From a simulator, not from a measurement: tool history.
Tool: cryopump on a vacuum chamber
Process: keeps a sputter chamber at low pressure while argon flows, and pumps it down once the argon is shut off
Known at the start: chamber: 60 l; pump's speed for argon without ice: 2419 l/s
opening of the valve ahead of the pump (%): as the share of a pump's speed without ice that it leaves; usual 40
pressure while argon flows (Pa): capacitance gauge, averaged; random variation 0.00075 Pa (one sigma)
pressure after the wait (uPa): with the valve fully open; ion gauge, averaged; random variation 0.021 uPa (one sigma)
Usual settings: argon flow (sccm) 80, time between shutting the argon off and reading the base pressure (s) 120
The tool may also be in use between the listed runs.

| run | hour | argon flow (sccm) | time between shutting the argon off and reading the base pressure (s) | opening of the valve ahead of the pump (%) | pressure while argon flows (Pa) | pressure after the wait (uPa) |
|---|---|---|---|---|---|---|
| 1 | 0.0 | 80 | 120 | 40 | 0.1436 | 0.76 |
| 2 | 9.7 | 80 | 120 | 51 | 0.1127 | 0.78 |
| 3 | 22.8 | 38 | 120 | 40 | 0.0685 | 0.76 |
| 4 | 35.0 | 38 | 120 | 40 | 0.0679 | 0.78 |
| 5 | 50.3 | 80 | 120 | 40 | 0.1442 | 0.78 |
| 6 | 56.8 | 149 | 120 | 40 | 0.2691 | 0.82 |
| 7 | 66.6 | 80 | 120 | 40 | 0.1437 | 0.78 |
| 8 | 73.2 | 80 | 120 | 40 | 0.1447 | 0.82 |
| 9 | 87.0 | 80 | 120 | 33 | 0.1735 | 0.80 |
| 10 | 98.7 | 80 | 120 | 33 | 0.1737 | 0.80 |
| 11 | 110.4 | 80 | 120 | 33 | 0.1744 | 0.80 |
| 12 | 118.5 | 80 | 120 | 33 | 0.1743 | 0.76 |
| 13 | 127.5 | 80 | 120 | 33 | 0.1748 | 0.83 |
| 14 | 136.1 | 80 | 120 | 33 | 0.1759 | 0.84 |
| 15 | 145.2 | 80 | 120 | 33 | 0.1747 | 0.84 |
| 16 | 156.8 | 80 | 120 | 33 | 0.1737 | 0.85 |
| 17 | 171.1 | 57 | 120 | 40 | 0.1041 | 0.85 |
| 18 | 183.1 | 57 | 120 | 40 | 0.1027 | 0.87 |
| 19 | 198.6 | 57 | 120 | 40 | 0.1030 | 0.85 |
| 20 | 209.6 | 33 | 20 | 55 | 0.0439 | 2.35 |
| 21 | 220.2 | 106 | 28 | 55 | 0.1434 | 1.86 |
| 22 | 234.6 | 46 | 31 | 37 | 0.0897 | 1.80 |
| 23 | 245.4 | 60 | 70 | 33 | 0.1322 | 1.15 |
| 24 | 256.8 | 35 | 113 | 59 | 0.0451 | 0.92 |
| 25 | 271.9 | 52 | 113 | 21 | 0.1786 | 0.97 |
| 26 | 282.9 | 52 | 113 | 21 | 0.1765 | 0.95 |
| 27 | 291.5 | 50 | 112 | 40 | 0.0922 | 0.95 |
| 28 | 303.5 | 50 | 112 | 40 | 0.0921 | 0.97 |
| 29 | 314.4 | 152 | 167 | 40 | 0.2800 | 0.84 |
| 30 | 328.2 | 74 | 49 | 40 | 0.1356 | 1.38 |
| 31 | 339.1 | 74 | 49 | 40 | 0.1354 | 1.38 |
| 32 | 347.2 | 80 | 146 | 40 | 0.1484 | 0.90 |
| 33 | 356.5 | 80 | 75 | 40 | 0.1477 | 1.13 |
| 34 | 371.4 | 47 | 120 | 21 | 0.1596 | 1.00 |

Forecast each of these 3 alternatives for the next run:
| A | 382.4 | 137 | 244 | 20 | ? | ? |
| B | 382.4 | 47 | 120 | 26 | ? | ? |
| C | 382.4 | 73 | 25 | 43 | ? | ? |

| run | pressure while argon flows (Pa) | pressure after the wait (uPa) |
|---|---|---|
| A | 0.4903 | 0.83 |
| B | 0.1321 | 0.99 |
| C | 0.1264 | 2.16 |
Without the tool's hidden state the same runs would have given:
| run | pressure while argon flows (Pa) | pressure after the wait (uPa) |
|---|---|---|
| A | 0.4771 | 0.28 |
| B | 0.1275 | 0.44 |
| C | 0.1193 | 1.59 |

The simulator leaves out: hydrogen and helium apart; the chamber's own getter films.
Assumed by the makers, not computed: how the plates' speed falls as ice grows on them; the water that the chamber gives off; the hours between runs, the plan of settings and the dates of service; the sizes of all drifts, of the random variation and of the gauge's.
